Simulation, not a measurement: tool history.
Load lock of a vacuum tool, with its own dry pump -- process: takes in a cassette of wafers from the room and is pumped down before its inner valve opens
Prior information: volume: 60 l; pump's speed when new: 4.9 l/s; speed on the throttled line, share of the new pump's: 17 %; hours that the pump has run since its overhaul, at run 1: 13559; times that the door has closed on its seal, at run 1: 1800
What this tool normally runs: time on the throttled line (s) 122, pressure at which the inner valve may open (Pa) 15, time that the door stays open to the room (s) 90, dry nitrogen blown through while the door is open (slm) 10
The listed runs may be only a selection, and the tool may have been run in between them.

run    hour  time on the throttled line (s)  pressure at which the inner valve may open (Pa)  time that the door stays open to the room (s)  dry nitrogen blown through while the door is open (slm)  hours that the pump has run since its overhaul  times that the door has closed on its seal  incoming humidity of the room's air, %  time from the closed door until the inner valve may open (s)  rise of the pressure with all valves shut (Pa/min)
  1     0.0                             122                                               15                                             90                                                       10                                           13559                                        1800                                    49.9                                                         219.5                                               0.043
  2   220.2                             122                                               15                                             90                                                       10                                           13779                                        2043                                    40.9                                                         220.5                                               0.041
  3   321.4                             122                                               15                                             90                                                       10                                           13880                                        2156                                    45.2                                                         221.3                                               0.045
  4   498.1                             122                                               15                                             90                                                       10                                           14057                                        2351                                    41.9                                                         220.9                                               0.045
  5   644.0                             122                                               15                                             90                                                       10                                           14203                                        2513                                    43.0                                                         220.8                                               0.052
  6   852.8                             122                                               15                                             90                                                       10                                           14412                                        2744                                    47.7                                                         220.6                                               0.055
  7   954.6                             122                                               15                                             90                                                       10                                           14513                                        2857                                    47.6                                                         222.4                                               0.049
  8  1092.1                             188                                               13                                             28                                                       10                                           14651                                        3009                                    46.6                                                         276.9                                               0.042
  9  1210.7                             209                                               13                                            158                                                       20                                           14769                                        3140                                    41.2                                                         295.3                                               0.054
 10  1317.5                             209                                               20                                             44                                                       20                                           14876                                        3258                                    43.9                                                         289.9                                               0.042
 11  1475.8                             209                                               19                                             44                                                       20                                           15035                                        3434                                    47.8                                                         289.3                                               0.043
 12  1586.3                             122                                               15                                             40                                                       34                                           15145                                        3556                                    42.7                                                         223.5                                               0.038
 13  1834.7                             169                                               15                                             40                                                       29                                           15393                                        3831                                    41.6                                                         259.6                                               0.034
 14  2021.7                             169                                               15                                             40                                                       29                                           15581                                        4038                                    45.5                                                         260.7                                               0.047

Each row is a separate what-if for the run after 14, all from the same tool condition, not one after another. Results?
  A  2259.3                             169                                               15                                            127                                                       29                                           15818                                        4301                                    42.0                                                             ?                                                   ?
  B  2259.3                              71                                               20                                             40                                                       29                                           15818                                        4301                                    44.2                                                             ?                                                   ?
  C  2259.3                             193                                               15                                             32                                                        9                                           15818                                        4301                                    41.1                                                             ?                                                   ?
  D  2259.3                             104                                               15                                             25                                                       10                                           15818                                        4301                                    45.8                                                             ?                                                   ?

run  time from the closed door until the inner valve may open (s)  rise of the pressure with all valves shut (Pa/min)
  A                                                         261.5                                               0.053
  B                                                         177.7                                               0.045
  C                                                         279.7                                               0.050
  D                                                         209.6                                               0.047
The same runs, with their run-to-run variation unchanged, on a tool lacking any hidden condition would have given:
run  time from the closed door until the inner valve may open (s)  rise of the pressure with all valves shut (Pa/min)
  A                                                         249.3                                               0.020
  B                                                         163.6                                               0.012
  C                                                         268.0                                               0.017
  D                                                         195.4                                               0.014
